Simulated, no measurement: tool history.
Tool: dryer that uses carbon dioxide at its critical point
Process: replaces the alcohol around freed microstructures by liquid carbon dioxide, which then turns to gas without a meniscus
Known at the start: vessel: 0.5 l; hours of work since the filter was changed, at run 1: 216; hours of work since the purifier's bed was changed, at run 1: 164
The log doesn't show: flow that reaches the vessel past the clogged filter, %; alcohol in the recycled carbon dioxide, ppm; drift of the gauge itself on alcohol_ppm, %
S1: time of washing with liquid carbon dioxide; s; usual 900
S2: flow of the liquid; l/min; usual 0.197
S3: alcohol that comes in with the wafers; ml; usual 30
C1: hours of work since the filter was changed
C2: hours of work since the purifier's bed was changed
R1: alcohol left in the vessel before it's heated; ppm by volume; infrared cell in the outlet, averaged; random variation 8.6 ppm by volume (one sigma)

run 1 day=0 | S1=900 S2=0.197 S3=30 | C1=216 C2=164 | R1=749
run 2 day=0.421 | S1=900 S2=0.197 S3=30 | C1=220 C2=169 | R1=721
run 3 day=0.992 | S1=900 S2=0.197 S3=30 | C1=226 C2=175 | R1=770
run 4 day=1.371 | S1=900 S2=0.319 S3=30 | C1=230 C2=179 | R1=72
run 5 day=1.646 | S1=900 S2=0.319 S3=30 | C1=233 C2=181 | R1=71
run 6 day=2.162 | S1=900 S2=0.319 S3=30 | C1=238 C2=187 | R1=77
run 7 day=2.758 | S1=900 S2=0.319 S3=30 | C1=244 C2=193 | R1=77
run 8 day=3.092 | S1=840 S2=0.263 S3=37 | C1=248 C2=196 | R1=353
run 9 day=3.375 | S1=840 S2=0.263 S3=37 | C1=251 C2=199 | R1=356

Forecast run 10:
-- day=3.788 inlet filter changed
run 10 day=3.958 | S1=840 S2=0.263 S3=37 | C1=2 C2=205 | R1=?

R1: 208 ppm by volume
Without the tool's hidden state the same run would have given R1 188 ppm by volume.
